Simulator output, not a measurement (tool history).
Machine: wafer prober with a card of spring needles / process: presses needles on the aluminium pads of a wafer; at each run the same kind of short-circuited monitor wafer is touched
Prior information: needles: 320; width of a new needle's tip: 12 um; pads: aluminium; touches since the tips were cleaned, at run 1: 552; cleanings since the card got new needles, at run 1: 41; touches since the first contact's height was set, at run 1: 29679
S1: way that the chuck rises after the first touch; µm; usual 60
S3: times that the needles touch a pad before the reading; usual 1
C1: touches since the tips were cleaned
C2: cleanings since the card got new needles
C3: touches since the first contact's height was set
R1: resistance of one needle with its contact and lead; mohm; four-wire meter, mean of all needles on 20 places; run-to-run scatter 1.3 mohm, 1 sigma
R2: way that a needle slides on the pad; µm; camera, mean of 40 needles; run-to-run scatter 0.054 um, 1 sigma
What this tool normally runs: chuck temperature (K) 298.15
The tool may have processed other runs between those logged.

run 1 day=0.000 | S1=60 chuck_temperature_(K)=298.15 S3=1 | C1=552 C2=41 C3=29679 | R1=115 R2=14.07
-- day=0.396 tips cleaned on abrasive film
-- day=0.892 tips cleaned on abrasive film
run 2 day=0.958 | S1=60 chuck_temperature_(K)=298.15 S3=1 | C1=861 C2=43 C3=41938 | R1=117 R2=13.91
-- day=1.354 tips cleaned on abrasive film
-- day=1.846 tips cleaned on abrasive film
-- day=2.246 tips cleaned on abrasive film
-- day=2.738 tips cleaned on abrasive film
run 3 day=3.079 | S1=60 chuck_temperature_(K)=298.15 S3=1 | C1=4365 C2=47 C3=69024 | R1=123 R2=13.88
-- day=3.179 tips cleaned on abrasive film
-- day=3.579 tips cleaned on abrasive film
-- day=4.071 tips cleaned on abrasive film
-- day=4.567 tips cleaned on abrasive film
-- day=5.062 tips cleaned on abrasive film
-- day=5.462 tips cleaned on abrasive film
run 4 day=5.462 | S1=60 chuck_temperature_(K)=298.15 S3=1 | C1=0 C2=53 C3=99426 | R1=112 R2=13.70
-- day=5.954 tips cleaned on abrasive film
-- day=6.450 tips cleaned on abrasive film
-- day=6.892 tips cleaned on abrasive film
run 5 day=6.892 | S1=60 chuck_temperature_(K)=298.15 S3=1 | C1=0 C2=56 C3=117704 | R1=114 R2=13.64
-- day=7.388 tips cleaned on abrasive film
-- day=7.883 tips cleaned on abrasive film
-- day=8.379 tips cleaned on abrasive film
-- day=8.775 tips cleaned on abrasive film
-- day=9.217 tips cleaned on abrasive film
run 6 day=9.217 | S1=60 chuck_temperature_(K)=298.15 S3=2 | C1=0 C2=61 C3=147388 | R1=110 R2=13.44
-- day=9.712 tips cleaned on abrasive film
-- day=10.108 tips cleaned on abrasive film
-- day=10.604 tips cleaned on abrasive film
-- day=11.000 tips cleaned on abrasive film
run 7 day=11.154 | S1=60 chuck_temperature_(K)=298.15 S3=2 | C1=1951 C2=65 C3=172133 | R1=117 R2=13.44
-- day=11.450 tips cleaned on abrasive film
-- day=11.946 tips cleaned on abrasive film
-- day=12.412 tips cleaned on abrasive film
run 8 day=12.412 | S1=60 chuck_temperature_(K)=298.15 S3=1 | C1=0 C2=68 C3=188203 | R1=116 R2=13.35
-- day=12.908 tips cleaned on abrasive film
-- day=13.304 tips cleaned on abrasive film
-- day=13.800 tips cleaned on abrasive film
run 9 day=14.158 | S1=60 chuck_temperature_(K)=298.15 S3=1 | C1=4612 C2=71 C3=210544 | R1=128 R2=13.17
-- day=14.262 tips cleaned on abrasive film
-- day=14.658 tips cleaned on abrasive film
-- day=14.867 height of the first contact set anew
-- day=15.167 tips cleaned on abrasive film
-- day=15.658 tips cleaned on abrasive film
-- day=16.154 tips cleaned on abrasive film
run 10 day=16.396 | S1=60 chuck_temperature_(K)=298.15 S3=1 | C1=3104 C2=76 C3=19532 | R1=123 R2=13.99
-- day=16.596 tips cleaned on abrasive film
-- day=16.992 tips cleaned on abrasive film
-- day=17.488 tips cleaned on abrasive film
-- day=17.983 tips cleaned on abrasive film
-- day=18.479 tips cleaned on abrasive film
run 11 day=18.738 | S1=80 chuck_temperature_(K)=298.15 S3=1 | C1=3350 C2=81 C3=49450 | R1=118 R2=18.55
-- day=18.938 tips cleaned on abrasive film
-- day=19.333 tips cleaned on abrasive film
-- day=19.829 tips cleaned on abrasive film
run 12 day=20.125 | S1=80 chuck_temperature_(K)=298.15 S3=1 | C1=3817 C2=84 C3=67173 | R1=122 R2=18.49
-- day=20.225 tips cleaned on abrasive film
-- day=20.721 tips cleaned on abrasive film
-- day=21.217 tips cleaned on abrasive film
-- day=21.679 tips cleaned on abrasive film
run 13 day=21.679 | S1=60 chuck_temperature_(K)=313.15 S3=1 | C1=0 C2=88 C3=87014 | R1=118 R2=13.73
-- day=22.175 tips cleaned on abrasive film
-- day=22.671 tips cleaned on abrasive film
-- day=23.167 tips cleaned on abrasive film
run 14 day=23.175 | S1=49 chuck_temperature_(K)=298.15 S3=2 | C1=144 C2=91 C3=106133 | R1=118 R2=11.13
-- day=23.571 tips cleaned on abrasive film
-- day=23.967 tips cleaned on abrasive film
-- day=24.462 tips cleaned on abrasive film
-- day=24.958 tips cleaned on abrasive film
run 15 day=25.317 | S1=49 chuck_temperature_(K)=354.15 S3=2 | C1=4631 C2=95 C3=133515 | R1=136 R2=11.06
-- day=25.421 tips cleaned on abrasive film
-- day=25.917 tips cleaned on abrasive film
-- day=26.412 tips cleaned on abrasive film
-- day=26.808 tips cleaned on abrasive film
run 16 day=27.029 | S1=49 chuck_temperature_(K)=298.15 S3=2 | C1=2866 C2=99 C3=155377 | R1=123 R2=10.87
-- day=27.233 tips cleaned on abrasive film
-- day=27.729 tips cleaned on abrasive film
run 17 day=28.025 | S1=65 chuck_temperature_(K)=298.15 S3=1 | C1=3857 C2=101 C3=168100 | R1=124 R2=14.56
-- day=28.129 tips cleaned on abrasive film
-- day=28.625 tips cleaned on abrasive film
-- day=29.021 tips cleaned on abrasive film
-- day=29.417 tips cleaned on abrasive film
-- day=29.904 tips cleaned on abrasive film
run 18 day=29.904 | S1=65 chuck_temperature_(K)=298.15 S3=2 | C1=0 C2=106 C3=192050 | R1=114 R2=14.57
-- day=30.304 tips cleaned on abrasive film
-- day=30.700 tips cleaned on abrasive film
-- day=31.196 tips cleaned on abrasive film
-- day=31.592 tips cleaned on abrasive film
run 19 day=31.871 | S1=65 chuck_temperature_(K)=298.15 S3=2 | C1=3611 C2=110 C3=217190 | R1=120 R2=14.36
-- day=32.075 tips cleaned on abrasive film
-- day=32.088 height of the first contact set anew
-- day=32.583 tips cleaned on abrasive film
-- day=33.075 tips cleaned on abrasive film
-- day=33.571 tips cleaned on abrasive film
run 20 day=33.892 | S1=65 chuck_temperature_(K)=298.15 S3=2 | C1=4133 C2=114 C3=23128 | R1=122 R2=15.18
-- day=33.996 tips cleaned on abrasive film
-- day=34.392 tips cleaned on abrasive film
-- day=34.888 tips cleaned on abrasive film
run 21 day=35.071 | S1=44 chuck_temperature_(K)=321.15 S3=2 | C1=2369 C2=117 C3=38159 | R1=129 R2=10.16
-- day=35.371 tips cleaned on abrasive film
-- day=35.867 tips cleaned on abrasive film
-- day=36.362 tips cleaned on abrasive film
-- day=36.758 tips cleaned on abrasive film
run 22 day=36.975 | S1=70 chuck_temperature_(K)=332.15 S3=3 | C1=2774 C2=121 C3=62462 | R1=121 R2=16.22

Estimate the outcome of run 23 from the log above:
-- day=37.175 tips cleaned on abrasive film
-- day=37.671 tips cleaned on abrasive film
-- day=38.167 tips cleaned on abrasive film
-- day=38.562 tips cleaned on abrasive film
run 23 day=38.579 | S1=57 chuck_temperature_(K)=332.15 S3=2 | C1=206 C2=125 C3=82929 | R1=? R2=?

{"run 23": {"R1": 121, "R2": 12.99}}
With no hidden state in the tool, this same run would have given R1 119 mohm, R2 13.36 µm.
